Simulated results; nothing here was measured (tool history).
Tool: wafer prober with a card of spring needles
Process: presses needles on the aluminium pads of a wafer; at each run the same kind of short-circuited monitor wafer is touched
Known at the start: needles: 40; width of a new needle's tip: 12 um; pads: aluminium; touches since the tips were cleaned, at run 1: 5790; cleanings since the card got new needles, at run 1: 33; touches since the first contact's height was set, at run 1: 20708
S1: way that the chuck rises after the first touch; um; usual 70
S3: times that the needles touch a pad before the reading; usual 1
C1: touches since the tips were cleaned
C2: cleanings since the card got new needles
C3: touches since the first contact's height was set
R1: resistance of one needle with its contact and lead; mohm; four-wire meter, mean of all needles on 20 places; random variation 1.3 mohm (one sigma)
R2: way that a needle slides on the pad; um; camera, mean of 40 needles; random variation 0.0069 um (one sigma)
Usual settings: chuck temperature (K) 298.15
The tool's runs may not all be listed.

{"run": 1, "day": 0.0, "S1": 70, "chuck temperature (K)": 298.15, "S3": 1, "C1": 5790, "C2": 33, "C3": 20708, "R1": 112, "R2": 12.604}
{"day": 0.533, "done": "tips cleaned on abrasive film"}
{"run": 2, "day": 0.788, "S1": 78, "chuck temperature (K)": 298.15, "S3": 1, "C1": 1772, "C2": 34, "C3": 26151, "R1": 112, "R2": 14.051}
{"day": 1.833, "done": "tips cleaned on abrasive film"}
{"run": 3, "day": 2.267, "S1": 70, "chuck temperature (K)": 298.15, "S3": 1, "C1": 3014, "C2": 35, "C3": 36420, "R1": 113, "R2": 12.604}
{"day": 3.125, "done": "tips cleaned on abrasive film"}
{"run": 4, "day": 3.962, "S1": 70, "chuck temperature (K)": 298.15, "S3": 1, "C1": 5808, "C2": 36, "C3": 48166, "R1": 111, "R2": 12.607}
{"day": 4.479, "done": "tips cleaned on abrasive film"}
{"run": 5, "day": 4.954, "S1": 70, "chuck temperature (K)": 298.15, "S3": 2, "C1": 3300, "C2": 37, "C3": 55028, "R1": 111, "R2": 12.598}
{"day": 5.8, "done": "tips cleaned on abrasive film"}
{"run": 6, "day": 6.258, "S1": 70, "chuck temperature (K)": 298.15, "S3": 2, "C1": 3165, "C2": 38, "C3": 64057, "R1": 113, "R2": 12.61}
{"day": 7.071, "done": "tips cleaned on abrasive film"}
{"run": 7, "day": 7.35, "S1": 70, "chuck temperature (K)": 298.15, "S3": 2, "C1": 1927, "C2": 39, "C3": 71629, "R1": 114, "R2": 12.594}
{"day": 8.329, "done": "tips cleaned on abrasive film"}
{"run": 8, "day": 8.538, "S1": 70, "chuck temperature (K)": 298.15, "S3": 1, "C1": 1438, "C2": 40, "C3": 79857, "R1": 112, "R2": 12.613}
{"day": 9.662, "done": "tips cleaned on abrasive film"}
{"run": 9, "day": 9.967, "S1": 70, "chuck temperature (K)": 298.15, "S3": 1, "C1": 2114, "C2": 41, "C3": 89758, "R1": 111, "R2": 12.604}
{"day": 11.029, "done": "tips cleaned on abrasive film"}
{"run": 10, "day": 11.042, "S1": 70, "chuck temperature (K)": 298.15, "S3": 1, "C1": 86, "C2": 42, "C3": 97198, "R1": 111, "R2": 12.597}
{"run": 11, "day": 11.862, "S1": 70, "chuck temperature (K)": 298.15, "S3": 1, "C1": 5796, "C2": 42, "C3": 102908, "R1": 110, "R2": 12.594}
{"day": 12.342, "done": "tips cleaned on abrasive film"}
{"day": 12.717, "done": "height of the first contact set anew"}
{"run": 12, "day": 13.558, "S1": 70, "chuck temperature (K)": 298.15, "S3": 1, "C1": 8379, "C2": 43, "C3": 5837, "R1": 112, "R2": 12.61}
{"day": 13.638, "done": "tips cleaned on abrasive film"}
{"day": 14.912, "done": "tips cleaned on abrasive film"}
{"run": 13, "day": 15.217, "S1": 70, "chuck temperature (K)": 298.15, "S3": 2, "C1": 2107, "C2": 45, "C3": 17302, "R1": 113, "R2": 12.606}
{"day": 16.2, "done": "tips cleaned on abrasive film"}
{"run": 14, "day": 16.871, "S1": 70, "chuck temperature (K)": 298.15, "S3": 2, "C1": 4643, "C2": 46, "C3": 28769, "R1": 111, "R2": 12.621}
{"day": 17.475, "done": "tips cleaned on abrasive film"}
{"run": 15, "day": 18.433, "S1": 70, "chuck temperature (K)": 298.15, "S3": 2, "C1": 6680, "C2": 47, "C3": 39624, "R1": 113, "R2": 12.607}
{"day": 18.708, "done": "tips cleaned on abrasive film"}
{"run": 16, "day": 19.65, "S1": 50, "chuck temperature (K)": 298.15, "S3": 2, "C1": 6542, "C2": 48, "C3": 48038, "R1": 115, "R2": 8.996}
{"day": 19.992, "done": "tips cleaned on abrasive film"}
{"run": 17, "day": 20.9, "S1": 50, "chuck temperature (K)": 298.15, "S3": 2, "C1": 6288, "C2": 49, "C3": 56690, "R1": 116, "R2": 8.987}

The next listed run, before its measurement:
{"day": 21.246, "done": "tips cleaned on abrasive film"}
{"day": 22.479, "done": "tips cleaned on abrasive film"}
{"run": 18, "day": 22.529, "S1": 73, "chuck temperature (K)": 311.15, "S3": 2, "C1": 325, "C2": 51, "C3": 67962, "R1": "?", "R2": "?"}

Run 18 gave R1 115 mohm, R2 13.147 um.
Without the tool's hidden state the same run would have given R1 115 mohm, R2 13.148 um.

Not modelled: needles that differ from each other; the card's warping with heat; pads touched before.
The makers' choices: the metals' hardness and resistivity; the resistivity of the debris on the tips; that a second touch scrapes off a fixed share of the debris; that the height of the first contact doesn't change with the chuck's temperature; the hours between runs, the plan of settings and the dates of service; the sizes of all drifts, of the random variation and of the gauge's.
